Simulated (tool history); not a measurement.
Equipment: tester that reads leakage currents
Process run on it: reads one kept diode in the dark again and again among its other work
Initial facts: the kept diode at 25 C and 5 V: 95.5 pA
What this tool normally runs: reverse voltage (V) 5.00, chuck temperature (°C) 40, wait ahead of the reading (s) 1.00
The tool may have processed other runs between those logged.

run,day,reverse voltage (V),chuck temperature (°C),wait ahead of the reading (s),current that the tester gives (pA)
1,0.000,5.00,40,1.00,295.03
# day 0.879: chuck's temperature calibrated
2,1.529,5.00,40,1.00,279.27
3,3.171,5.00,40,1.00,279.95
4,4.362,5.00,40,1.00,280.83
5,6.429,5.00,40,1.00,282.25
6,8.617,5.00,40,3.99,284.27
7,10.575,5.00,40,3.99,284.76
8,11.546,5.00,40,3.99,284.33
9,13.729,5.00,40,1.00,285.99
10,15.050,5.00,40,1.00,287.74
11,17.096,5.00,40,1.00,285.23
12,18.371,5.00,40,1.00,287.47
13,20.096,5.00,21,6.91,79.25
14,22.183,2.30,32,0.46,111.17
15,23.162,11.43,24,0.58,160.25
16,24.175,8.04,58,0.58,1148.89
17,26.050,8.04,58,0.58,1151.49

Expected results for the next run?
18,27.383,13.54,46,4.21,?

current that the tester gives (pA): 741.83
Were there no unlogged condition in the tool, this run, its random variation unchanged, would have produced current that the tester gives (pA) 695.45.

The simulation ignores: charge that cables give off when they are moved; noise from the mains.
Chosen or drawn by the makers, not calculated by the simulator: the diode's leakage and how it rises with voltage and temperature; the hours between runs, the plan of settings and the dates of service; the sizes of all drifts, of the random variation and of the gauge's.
